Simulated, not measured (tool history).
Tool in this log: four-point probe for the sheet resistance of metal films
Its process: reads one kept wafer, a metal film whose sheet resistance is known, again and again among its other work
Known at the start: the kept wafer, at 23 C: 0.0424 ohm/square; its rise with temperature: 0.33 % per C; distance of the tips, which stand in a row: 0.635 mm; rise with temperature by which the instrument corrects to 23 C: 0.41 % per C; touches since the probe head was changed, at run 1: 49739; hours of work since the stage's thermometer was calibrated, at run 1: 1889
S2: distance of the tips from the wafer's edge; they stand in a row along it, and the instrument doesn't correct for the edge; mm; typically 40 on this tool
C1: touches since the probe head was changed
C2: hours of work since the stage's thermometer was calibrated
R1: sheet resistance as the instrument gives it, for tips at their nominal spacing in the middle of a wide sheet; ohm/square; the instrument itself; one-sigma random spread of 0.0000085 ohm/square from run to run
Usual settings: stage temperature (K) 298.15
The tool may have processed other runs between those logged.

{"run": 1, "hour": 0.0, "stage temperature (K)": 298.15, "S2": 40, "C1": 49739, "C2": 1889, "R1": 0.042159}
{"run": 2, "hour": 64.3, "stage temperature (K)": 298.15, "S2": 40, "C1": 52511, "C2": 1922, "R1": 0.042157}
{"run": 3, "hour": 155.0, "stage temperature (K)": 298.15, "S2": 40, "C1": 56425, "C2": 1969, "R1": 0.042152}
{"run": 4, "hour": 219.4, "stage temperature (K)": 298.15, "S2": 40, "C1": 59199, "C2": 2002, "R1": 0.042134}
{"run": 5, "hour": 296.8, "stage temperature (K)": 298.15, "S2": 40, "C1": 62539, "C2": 2042, "R1": 0.04212}
{"run": 6, "hour": 349.0, "stage temperature (K)": 298.15, "S2": 40, "C1": 64790, "C2": 2069, "R1": 0.042133}
{"run": 7, "hour": 439.1, "stage temperature (K)": 298.15, "S2": 40, "C1": 68674, "C2": 2116, "R1": 0.042107}
{"run": 8, "hour": 518.0, "stage temperature (K)": 308.15, "S2": 40, "C1": 72077, "C2": 2157, "R1": 0.041804}
{"run": 9, "hour": 574.1, "stage temperature (K)": 308.15, "S2": 72, "C1": 74495, "C2": 2186, "R1": 0.041789}
{"run": 10, "hour": 688.0, "stage temperature (K)": 298.15, "S2": 8, "C1": 79405, "C2": 2245, "R1": 0.042234}
{"run": 11, "hour": 779.0, "stage temperature (K)": 303.15, "S2": 40, "C1": 83331, "C2": 2292, "R1": 0.041927}
{"run": 12, "hour": 875.7, "stage temperature (K)": 303.15, "S2": 40, "C1": 87503, "C2": 2342, "R1": 0.041932}
{"run": 13, "hour": 988.3, "stage temperature (K)": 303.15, "S2": 40, "C1": 92358, "C2": 2400, "R1": 0.041911}
{"run": 14, "hour": 1040.3, "stage temperature (K)": 303.15, "S2": 40, "C1": 94600, "C2": 2427, "R1": 0.041912}
{"run": 15, "hour": 1095.6, "stage temperature (K)": 303.15, "S2": 40, "C1": 96983, "C2": 2455, "R1": 0.041903}
{"run": 16, "hour": 1187.1, "stage temperature (K)": 303.15, "S2": 40, "C1": 100928, "C2": 2503, "R1": 0.041887}
{"hour": 1202.7, "done": "stage's thermometer calibrated"}
{"run": 17, "hour": 1275.1, "stage temperature (K)": 308.15, "S2": 21, "C1": 104702, "C2": 37, "R1": 0.041859}
{"run": 18, "hour": 1329.1, "stage temperature (K)": 303.15, "S2": 20, "C1": 107032, "C2": 65, "R1": 0.042005}
{"run": 19, "hour": 1406.8, "stage temperature (K)": 300.15, "S2": 11, "C1": 110383, "C2": 106, "R1": 0.042156}
{"run": 20, "hour": 1502.1, "stage temperature (K)": 300.15, "S2": 11, "C1": 114492, "C2": 155, "R1": 0.042145}
{"run": 21, "hour": 1576.1, "stage temperature (K)": 300.15, "S2": 5, "C1": 117682, "C2": 193, "R1": 0.042437}
{"run": 22, "hour": 1654.4, "stage temperature (K)": 292.15, "S2": 5, "C1": 121060, "C2": 234, "R1": 0.042698}
{"run": 23, "hour": 1718.1, "stage temperature (K)": 298.15, "S2": 5, "C1": 123807, "C2": 266, "R1": 0.042469}
{"run": 24, "hour": 1820.7, "stage temperature (K)": 303.15, "S2": 13, "C1": 128231, "C2": 319, "R1": 0.042009}
{"run": 25, "hour": 1931.0, "stage temperature (K)": 303.15, "S2": 13, "C1": 132988, "C2": 376, "R1": 0.041988}
{"run": 26, "hour": 2000.9, "stage temperature (K)": 298.15, "S2": 6, "C1": 136001, "C2": 413, "R1": 0.042355}
{"run": 27, "hour": 2114.3, "stage temperature (K)": 291.15, "S2": 5, "C1": 140892, "C2": 471, "R1": 0.042676}
{"run": 28, "hour": 2198.2, "stage temperature (K)": 297.15, "S2": 71, "C1": 144507, "C2": 515, "R1": 0.042105}
{"run": 29, "hour": 2287.9, "stage temperature (K)": 296.15, "S2": 64, "C1": 148377, "C2": 561, "R1": 0.042128}

Alternative continuations, all from the tool just after run 29; predict every row:
{"run": "A", "hour": 2367.3, "stage temperature (K)": 298.15, "S2": 14, "C1": 151802, "C2": 602, "R1": "?"}
{"run": "B", "hour": 2367.3, "stage temperature (K)": 298.15, "S2": 48, "C1": 151802, "C2": 602, "R1": "?"}
{"run": "C", "hour": 2367.3, "stage temperature (K)": 298.15, "S2": 54, "C1": 151802, "C2": 602, "R1": "?"}

run=A R1=0.042114
run=B R1=0.042057
run=C R1=0.042083
Take away the tool's hidden state, keep each run's random variation, and the runs would have read:
run=A R1=0.042381
run=B R1=0.042324
run=C R1=0.042350
